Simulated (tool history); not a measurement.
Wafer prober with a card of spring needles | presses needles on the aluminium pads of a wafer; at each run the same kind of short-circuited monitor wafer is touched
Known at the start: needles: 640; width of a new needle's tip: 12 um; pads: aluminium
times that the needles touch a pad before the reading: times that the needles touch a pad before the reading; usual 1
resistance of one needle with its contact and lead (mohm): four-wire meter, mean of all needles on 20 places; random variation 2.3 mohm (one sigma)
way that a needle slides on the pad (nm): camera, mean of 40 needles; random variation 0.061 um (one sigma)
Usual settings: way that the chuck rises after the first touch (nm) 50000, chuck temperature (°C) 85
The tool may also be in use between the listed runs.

run	hour	way that the chuck rises after the first touch (nm)	chuck temperature (°C)	times that the needles touch a pad before the reading	resistance of one needle with its contact and lead (mohm)	way that a needle slides on the pad (nm)
1	0	50000	85	1	255	9720
# hour 1.5: tips cleaned on abrasive film
# hour 17.5: tips cleaned on abrasive film
2	27.8	50000	85	1	253	9590
# hour 35: tips cleaned on abrasive film
3	48.1	50000	85	1	255	9800
# hour 52.1: tips cleaned on abrasive film
# hour 68.3: tips cleaned on abrasive film
4	71.8	50000	85	1	257	9640
# hour 85: tips cleaned on abrasive film
5	89.3	50000	85	1	258	9690
# hour 101.4: tips cleaned on abrasive film
6	111.5	30000	85	1	270	5820
# hour 118.6: tips cleaned on abrasive film
7	126.4	30000	85	1	269	5880
# hour 136.4: tips cleaned on abrasive film
8	138.6	30000	85	2	274	5870
# hour 152.3: tips cleaned on abrasive film
9	163.4	30000	85	2	272	5850
# hour 168.7: tips cleaned on abrasive film
# hour 170.6: height of the first contact set anew
# hour 184.8: tips cleaned on abrasive film
10	189	30000	85	2	266	5840

Forecast run 11:
# hour 201: tips cleaned on abrasive film
11	213.9	30000	32	2	?	?

Run 11 gave resistance of one needle with its contact and lead (mohm) 255, way that a needle slides on the pad (nm) 5820.
Without the tool's hidden state the same run would have given resistance of one needle with its contact and lead (mohm) 255, way that a needle slides on the pad (nm) 5820.
